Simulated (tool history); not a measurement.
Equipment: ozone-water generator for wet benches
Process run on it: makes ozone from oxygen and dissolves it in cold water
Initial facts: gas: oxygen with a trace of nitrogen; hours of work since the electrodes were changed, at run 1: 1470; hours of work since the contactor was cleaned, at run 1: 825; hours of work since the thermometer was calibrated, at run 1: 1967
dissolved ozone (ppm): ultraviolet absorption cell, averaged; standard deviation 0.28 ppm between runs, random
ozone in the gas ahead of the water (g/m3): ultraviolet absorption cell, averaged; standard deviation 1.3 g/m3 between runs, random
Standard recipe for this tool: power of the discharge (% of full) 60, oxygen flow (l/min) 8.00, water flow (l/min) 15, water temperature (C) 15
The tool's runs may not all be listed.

run,day,power of the discharge (% of full),oxygen flow (l/min),water flow (l/min),water temperature (C),hours of work since the electrodes were changed,hours of work since the contactor was cleaned,hours of work since the thermometer was calibrated,dissolved ozone (ppm),ozone in the gas ahead of the water (g/m3)
1,0.000,60,8.00,15,15,1470,825,1967,42.5,234.7
2,2.612,60,8.00,15,15,1511,867,2009,42.3,236.0
3,5.492,60,8.00,15,15,1557,912,2054,41.9,231.8
4,8.338,60,8.00,15,15,1602,957,2099,42.4,231.8
5,11.300,60,4.24,15,15,1649,1004,2146,44.8,335.4
6,12.708,60,4.24,15,15,1671,1027,2169,45.0,335.2
7,15.300,60,4.24,15,15,1712,1068,2210,45.0,338.3
8,18.446,60,4.24,15,15,1762,1118,2260,45.2,336.9
9,20.662,62,4.25,18,13,1797,1153,2295,40.8,341.3
10,23.875,62,4.25,18,13,1848,1204,2346,41.5,344.5
11,25.612,62,9.70,11,13,1876,1231,2373,49.7,210.7
12,28.075,62,8.00,14,22,1915,1270,2412,38.9,238.4
13,29.754,62,8.77,17,8,1941,1297,2439,44.7,228.3
14,32.458,62,8.77,17,8,1984,1340,2482,44.9,226.6
15,34.246,62,8.00,12,7,2013,1368,2510,57.3,238.2

Run 16 comes next. What will it give?
16,37.725,71,9.39,11,21,2068,1423,2565,?,?

Logged for run 16: dissolved ozone (ppm) 47.4, ozone in the gas ahead of the water (g/m3) 246.2.
Minus the tool's unlogged condition, the same run would have read dissolved ozone (ppm) 49.8, ozone in the gas ahead of the water (g/m3) 256.3.
